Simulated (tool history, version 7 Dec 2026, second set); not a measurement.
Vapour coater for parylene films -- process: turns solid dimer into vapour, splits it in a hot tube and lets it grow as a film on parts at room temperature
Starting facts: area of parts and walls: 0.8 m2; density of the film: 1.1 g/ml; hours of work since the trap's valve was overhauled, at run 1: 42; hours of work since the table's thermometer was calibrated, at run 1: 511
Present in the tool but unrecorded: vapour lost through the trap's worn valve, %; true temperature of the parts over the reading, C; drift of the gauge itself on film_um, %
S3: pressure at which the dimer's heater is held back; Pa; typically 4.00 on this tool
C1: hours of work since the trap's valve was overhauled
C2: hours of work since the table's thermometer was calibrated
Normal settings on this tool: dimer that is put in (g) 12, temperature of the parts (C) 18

{"run": 1, "day": 0.0, "dimer that is put in (g)": 12, "temperature of the parts (C)": 18, "S3": 4.0, "C1": 42, "C2": 511, "thickness of the film (nm)": 8960}
{"run": 2, "day": 0.875, "dimer that is put in (g)": 12, "temperature of the parts (C)": 18, "S3": 4.0, "C1": 55, "C2": 524, "thickness of the film (nm)": 8920}
{"run": 3, "day": 2.5, "dimer that is put in (g)": 12, "temperature of the parts (C)": 18, "S3": 4.0, "C1": 77, "C2": 547, "thickness of the film (nm)": 9080}
{"run": 4, "day": 4.25, "dimer that is put in (g)": 12, "temperature of the parts (C)": 18, "S3": 4.0, "C1": 102, "C2": 571, "thickness of the film (nm)": 8910}
{"run": 5, "day": 5.446, "dimer that is put in (g)": 20, "temperature of the parts (C)": 18, "S3": 4.0, "C1": 119, "C2": 588, "thickness of the film (nm)": 14930}
{"run": 6, "day": 6.404, "dimer that is put in (g)": 20, "temperature of the parts (C)": 18, "S3": 4.0, "C1": 132, "C2": 601, "thickness of the film (nm)": 14910}
{"run": 7, "day": 7.329, "dimer that is put in (g)": 20, "temperature of the parts (C)": 18, "S3": 4.0, "C1": 145, "C2": 614, "thickness of the film (nm)": 14890}
{"run": 8, "day": 8.104, "dimer that is put in (g)": 20, "temperature of the parts (C)": 18, "S3": 4.0, "C1": 156, "C2": 625, "thickness of the film (nm)": 14990}
{"run": 9, "day": 9.275, "dimer that is put in (g)": 12, "temperature of the parts (C)": 26, "S3": 4.0, "C1": 172, "C2": 642, "thickness of the film (nm)": 6520}
{"run": 10, "day": 11.121, "dimer that is put in (g)": 12, "temperature of the parts (C)": 18, "S3": 4.0, "C1": 198, "C2": 668, "thickness of the film (nm)": 8950}
{"run": 11, "day": 12.429, "dimer that is put in (g)": 12, "temperature of the parts (C)": 18, "S3": 4.0, "C1": 217, "C2": 686, "thickness of the film (nm)": 8930}
{"run": 12, "day": 13.412, "dimer that is put in (g)": 12, "temperature of the parts (C)": 18, "S3": 6.72, "C1": 231, "C2": 700, "thickness of the film (nm)": 7840}
{"run": 13, "day": 15.092, "dimer that is put in (g)": 12, "temperature of the parts (C)": 18, "S3": 3.66, "C1": 254, "C2": 723, "thickness of the film (nm)": 9110}
{"run": 14, "day": 15.992, "dimer that is put in (g)": 12, "temperature of the parts (C)": 18, "S3": 3.66, "C1": 267, "C2": 736, "thickness of the film (nm)": 9090}
{"run": 15, "day": 17.138, "dimer that is put in (g)": 12, "temperature of the parts (C)": 18, "S3": 4.0, "C1": 283, "C2": 752, "thickness of the film (nm)": 9000}
{"day": 18.179, "done": "trap's valve overhauled"}
{"run": 16, "day": 18.712, "dimer that is put in (g)": 14, "temperature of the parts (C)": 18, "S3": 4.0, "C1": 7, "C2": 772, "thickness of the film (nm)": 10410}
{"run": 17, "day": 19.483, "dimer that is put in (g)": 14, "temperature of the parts (C)": 18, "S3": 4.0, "C1": 18, "C2": 783, "thickness of the film (nm)": 10410}
{"run": 18, "day": 20.533, "dimer that is put in (g)": 14, "temperature of the parts (C)": 18, "S3": 4.0, "C1": 33, "C2": 798, "thickness of the film (nm)": 10500}
{"run": 19, "day": 21.75, "dimer that is put in (g)": 10, "temperature of the parts (C)": 18, "S3": 4.0, "C1": 50, "C2": 815, "thickness of the film (nm)": 7440}
{"run": 20, "day": 23.229, "dimer that is put in (g)": 12, "temperature of the parts (C)": 18, "S3": 2.26, "C1": 71, "C2": 835, "thickness of the film (nm)": 10290}
{"run": 21, "day": 24.667, "dimer that is put in (g)": 12, "temperature of the parts (C)": 18, "S3": 3.82, "C1": 91, "C2": 856, "thickness of the film (nm)": 9040}
{"run": 22, "day": 25.629, "dimer that is put in (g)": 12, "temperature of the parts (C)": 18, "S3": 3.82, "C1": 105, "C2": 869, "thickness of the film (nm)": 9070}
{"run": 23, "day": 26.742, "dimer that is put in (g)": 12, "temperature of the parts (C)": 18, "S3": 3.82, "C1": 120, "C2": 885, "thickness of the film (nm)": 9040}
{"run": 24, "day": 28.25, "dimer that is put in (g)": 12, "temperature of the parts (C)": 29, "S3": 3.82, "C1": 141, "C2": 906, "thickness of the film (nm)": 5830}
{"run": 25, "day": 29.712, "dimer that is put in (g)": 12, "temperature of the parts (C)": 29, "S3": 3.82, "C1": 162, "C2": 926, "thickness of the film (nm)": 5880}
{"run": 26, "day": 31.475, "dimer that is put in (g)": 12, "temperature of the parts (C)": 20, "S3": 3.82, "C1": 187, "C2": 951, "thickness of the film (nm)": 8380}
{"run": 27, "day": 32.354, "dimer that is put in (g)": 12, "temperature of the parts (C)": 20, "S3": 3.82, "C1": 199, "C2": 964, "thickness of the film (nm)": 8350}
{"run": 28, "day": 33.454, "dimer that is put in (g)": 8, "temperature of the parts (C)": 29, "S3": 6.52, "C1": 215, "C2": 979, "thickness of the film (nm)": 3410}
{"run": 29, "day": 34.392, "dimer that is put in (g)": 22, "temperature of the parts (C)": 20, "S3": 4.1, "C1": 228, "C2": 992, "thickness of the film (nm)": 15190}
{"run": 30, "day": 35.579, "dimer that is put in (g)": 22, "temperature of the parts (C)": 20, "S3": 4.1, "C1": 244, "C2": 1009, "thickness of the film (nm)": 15170}
{"run": 31, "day": 36.529, "dimer that is put in (g)": 6, "temperature of the parts (C)": 15, "S3": 5.31, "C1": 258, "C2": 1022, "thickness of the film (nm)": 4700}
{"run": 32, "day": 37.321, "dimer that is put in (g)": 6, "temperature of the parts (C)": 15, "S3": 5.31, "C1": 269, "C2": 1033, "thickness of the film (nm)": 4680}
{"run": 33, "day": 38.667, "dimer that is put in (g)": 6, "temperature of the parts (C)": 15, "S3": 5.31, "C1": 288, "C2": 1052, "thickness of the film (nm)": 4700}
{"day": 39.404, "done": "trap's valve overhauled"}
{"run": 34, "day": 40.512, "dimer that is put in (g)": 16, "temperature of the parts (C)": 13, "S3": 6.83, "C1": 16, "C2": 1076, "thickness of the film (nm)": 12930}
{"day": 42.071, "done": "table's thermometer calibrated"}
{"run": 35, "day": 42.208, "dimer that is put in (g)": 16, "temperature of the parts (C)": 13, "S3": 6.83, "C1": 39, "C2": 2, "thickness of the film (nm)": 12860}
{"run": 36, "day": 44.058, "dimer that is put in (g)": 7, "temperature of the parts (C)": 18, "S3": 6.29, "C1": 65, "C2": 28, "thickness of the film (nm)": 4700}
{"run": 37, "day": 45.6, "dimer that is put in (g)": 7, "temperature of the parts (C)": 18, "S3": 6.29, "C1": 86, "C2": 50, "thickness of the film (nm)": 4700}
{"run": 38, "day": 47.333, "dimer that is put in (g)": 7, "temperature of the parts (C)": 18, "S3": 2.25, "C1": 111, "C2": 74, "thickness of the film (nm)": 5980}
{"run": 39, "day": 49.192, "dimer that is put in (g)": 7, "temperature of the parts (C)": 18, "S3": 2.25, "C1": 137, "C2": 100, "thickness of the film (nm)": 6080}
{"run": 40, "day": 50.075, "dimer that is put in (g)": 12, "temperature of the parts (C)": 12, "S3": 4.94, "C1": 149, "C2": 112, "thickness of the film (nm)": 10750}
{"run": 41, "day": 51.583, "dimer that is put in (g)": 12, "temperature of the parts (C)": 22, "S3": 8.58, "C1": 170, "C2": 134, "thickness of the film (nm)": 6400}
{"run": 42, "day": 52.488, "dimer that is put in (g)": 12, "temperature of the parts (C)": 25, "S3": 9.28, "C1": 183, "C2": 146, "thickness of the film (nm)": 5530}
{"run": 43, "day": 54.075, "dimer that is put in (g)": 12, "temperature of the parts (C)": 25, "S3": 9.28, "C1": 206, "C2": 169, "thickness of the film (nm)": 5540}
{"run": 44, "day": 55.962, "dimer that is put in (g)": 12, "temperature of the parts (C)": 25, "S3": 9.28, "C1": 232, "C2": 195, "thickness of the film (nm)": 5580}
{"run": 45, "day": 57.238, "dimer that is put in (g)": 16, "temperature of the parts (C)": 16, "S3": 4.86, "C1": 250, "C2": 213, "thickness of the film (nm)": 12340}
{"run": 46, "day": 58.562, "dimer that is put in (g)": 21, "temperature of the parts (C)": 18, "S3": 2.42, "C1": 269, "C2": 232, "thickness of the film (nm)": 17850}
{"run": 47, "day": 59.821, "dimer that is put in (g)": 12, "temperature of the parts (C)": 29, "S3": 8.62, "C1": 286, "C2": 249, "thickness of the film (nm)": 4820}

Difference, measured minus no-hidden-state, one row per run. Run-to-run variation is common to both terms; the gauge's own scatter need not be:
run=1 thickness_of_the_film_(nm)=+0
run=2 thickness_of_the_film_(nm)=-10
run=3 thickness_of_the_film_(nm)=-10
run=4 thickness_of_the_film_(nm)=-20
run=5 thickness_of_the_film_(nm)=-30
run=6 thickness_of_the_film_(nm)=-30
run=7 thickness_of_the_film_(nm)=-40
run=8 thickness_of_the_film_(nm)=-30
run=9 thickness_of_the_film_(nm)=-10
run=10 thickness_of_the_film_(nm)=-30
run=11 thickness_of_the_film_(nm)=-30
run=12 thickness_of_the_film_(nm)=-30
run=13 thickness_of_the_film_(nm)=-40
run=14 thickness_of_the_film_(nm)=-40
run=15 thickness_of_the_film_(nm)=-40
run=16 thickness_of_the_film_(nm)=+10
run=17 thickness_of_the_film_(nm)=+0
run=18 thickness_of_the_film_(nm)=+0
run=19 thickness_of_the_film_(nm)=+0
run=20 thickness_of_the_film_(nm)=-10
run=21 thickness_of_the_film_(nm)=-10
run=22 thickness_of_the_film_(nm)=-10
run=23 thickness_of_the_film_(nm)=-10
run=24 thickness_of_the_film_(nm)=-10
run=25 thickness_of_the_film_(nm)=-10
run=26 thickness_of_the_film_(nm)=-20
run=27 thickness_of_the_film_(nm)=-20
run=28 thickness_of_the_film_(nm)=-10
run=29 thickness_of_the_film_(nm)=-40
run=30 thickness_of_the_film_(nm)=-50
run=31 thickness_of_the_film_(nm)=-10
run=32 thickness_of_the_film_(nm)=-20
run=33 thickness_of_the_film_(nm)=-20
run=34 thickness_of_the_film_(nm)=+10
run=35 thickness_of_the_film_(nm)=+0
run=36 thickness_of_the_film_(nm)=-10
run=37 thickness_of_the_film_(nm)=-10
run=38 thickness_of_the_film_(nm)=-10
run=39 thickness_of_the_film_(nm)=-10
run=40 thickness_of_the_film_(nm)=-20
run=41 thickness_of_the_film_(nm)=-20
run=42 thickness_of_the_film_(nm)=-20
run=43 thickness_of_the_film_(nm)=-20
run=44 thickness_of_the_film_(nm)=-20
run=45 thickness_of_the_film_(nm)=-50
run=46 thickness_of_the_film_(nm)=-70
run=47 thickness_of_the_film_(nm)=-20

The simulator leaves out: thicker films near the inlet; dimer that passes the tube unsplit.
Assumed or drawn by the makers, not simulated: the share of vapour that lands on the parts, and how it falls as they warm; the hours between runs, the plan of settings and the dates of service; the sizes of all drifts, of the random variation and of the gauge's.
